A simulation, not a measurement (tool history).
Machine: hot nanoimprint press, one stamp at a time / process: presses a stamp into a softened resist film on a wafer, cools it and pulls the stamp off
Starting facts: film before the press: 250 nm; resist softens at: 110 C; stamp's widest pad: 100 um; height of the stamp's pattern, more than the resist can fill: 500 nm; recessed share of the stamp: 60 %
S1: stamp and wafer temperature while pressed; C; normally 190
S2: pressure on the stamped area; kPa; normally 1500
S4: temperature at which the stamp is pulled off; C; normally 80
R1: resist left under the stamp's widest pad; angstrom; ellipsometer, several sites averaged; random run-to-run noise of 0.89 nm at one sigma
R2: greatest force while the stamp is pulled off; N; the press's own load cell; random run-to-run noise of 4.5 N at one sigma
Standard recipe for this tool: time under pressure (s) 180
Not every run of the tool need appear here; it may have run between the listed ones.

run 1 day=0.000 | S1=190 S2=1500 time_under_pressure_(s)=180 S4=80 | R1=1292 R2=262
run 2 day=2.938 | S1=190 S2=1500 time_under_pressure_(s)=180 S4=80 | R1=1290 R2=274
run 3 day=5.592 | S1=190 S2=1500 time_under_pressure_(s)=148 S4=80 | R1=1411 R2=285
-- day=6.088 stamp cleaned and given a new release coat
run 4 day=8.708 | S1=190 S2=1500 time_under_pressure_(s)=180 S4=80 | R1=1334 R2=240
run 5 day=10.300 | S1=190 S2=1500 time_under_pressure_(s)=180 S4=80 | R1=1351 R2=240
run 6 day=11.683 | S1=189 S2=1500 time_under_pressure_(s)=180 S4=80 | R1=1422 R2=246
run 7 day=13.183 | S1=189 S2=1500 time_under_pressure_(s)=180 S4=80 | R1=1413 R2=257
-- day=13.921 plate thermocouple calibrated
run 8 day=14.633 | S1=189 S2=1500 time_under_pressure_(s)=180 S4=80 | R1=1309 R2=256
run 9 day=17.371 | S1=189 S2=1500 time_under_pressure_(s)=180 S4=80 | R1=1313 R2=264
run 10 day=20.042 | S1=190 S2=1620 time_under_pressure_(s)=180 S4=80 | R1=1218 R2=274
-- day=21.533 stamp cleaned and given a new release coat
-- day=23.504 press's hydraulic seals changed and the load cell set to zero
run 11 day=23.696 | S1=190 S2=1620 time_under_pressure_(s)=180 S4=80 | R1=1236 R2=228
run 12 day=25.467 | S1=190 S2=1240 time_under_pressure_(s)=180 S4=80 | R1=1356 R2=250
run 13 day=27.117 | S1=196 S2=1500 time_under_pressure_(s)=180 S4=80 | R1=957 R2=235
run 14 day=28.554 | S1=196 S2=1500 time_under_pressure_(s)=180 S4=80 | R1=970 R2=254
run 15 day=29.854 | S1=196 S2=1500 time_under_pressure_(s)=180 S4=80 | R1=986 R2=256
run 16 day=32.275 | S1=184 S2=1090 time_under_pressure_(s)=93 S4=77 | R1=2068 R2=279
run 17 day=34.862 | S1=183 S2=1090 time_under_pressure_(s)=281 S4=77 | R1=1719 R2=285
-- day=37.038 stamp cleaned and given a new release coat
run 18 day=37.662 | S1=190 S2=1500 time_under_pressure_(s)=318 S4=80 | R1=1067 R2=224
run 19 day=39.858 | S1=178 S2=920 time_under_pressure_(s)=182 S4=83 | R1=2208 R2=228
run 20 day=42.021 | S1=178 S2=920 time_under_pressure_(s)=182 S4=83 | R1=2240 R2=232
run 21 day=44.558 | S1=190 S2=1500 time_under_pressure_(s)=180 S4=83 | R1=1359 R2=246
run 22 day=46.117 | S1=190 S2=1500 time_under_pressure_(s)=180 S4=83 | R1=1355 R2=246
run 23 day=47.775 | S1=190 S2=1500 time_under_pressure_(s)=180 S4=83 | R1=1353 R2=257
-- day=48.733 plate thermocouple calibrated
run 24 day=50.821 | S1=178 S2=1100 time_under_pressure_(s)=180 S4=73 | R1=2072 R2=313
-- day=52.388 stamp cleaned and given a new release coat
run 25 day=53.854 | S1=181 S2=2180 time_under_pressure_(s)=180 S4=80 | R1=1625 R2=214
run 26 day=56.500 | S1=190 S2=1500 time_under_pressure_(s)=196 S4=67 | R1=1225 R2=317
run 27 day=59.238 | S1=190 S2=950 time_under_pressure_(s)=285 S4=80 | R1=1291 R2=260
run 28 day=61.879 | S1=190 S2=950 time_under_pressure_(s)=350 S4=80 | R1=1229 R2=261
-- day=63.038 press's hydraulic seals changed and the load cell set to zero
run 29 day=63.938 | S1=182 S2=950 time_under_pressure_(s)=350 S4=70 | R1=1747 R2=325

Consider 5 possible next runs. They are alternatives, not a sequence: every one starts from the tool as it was left by run 29. What does each give?
run A day=66.458 | S1=182 S2=960 time_under_pressure_(s)=350 S4=70 | R1=? R2=?
run B day=66.458 | S1=182 S2=1410 time_under_pressure_(s)=107 S4=80 | R1=? R2=?
run C day=66.458 | S1=182 S2=950 time_under_pressure_(s)=350 S4=71 | R1=? R2=?
run D day=66.458 | S1=182 S2=1470 time_under_pressure_(s)=268 S4=77 | R1=? R2=?
run E day=66.458 | S1=201 S2=1500 time_under_pressure_(s)=216 S4=88 | R1=? R2=?

run=A R1=1712 R2=339
run=B R1=2035 R2=281
run=C R1=1729 R2=334
run=D R1=1647 R2=285
run=E R1=712 R2=227
Without the tool's hidden state the same runs would have given:
run=A R1=1626 R2=267
run=B R1=1965 R2=221
run=C R1=1643 R2=263
run=D R1=1557 R2=224
run=E R1=666 R2=177
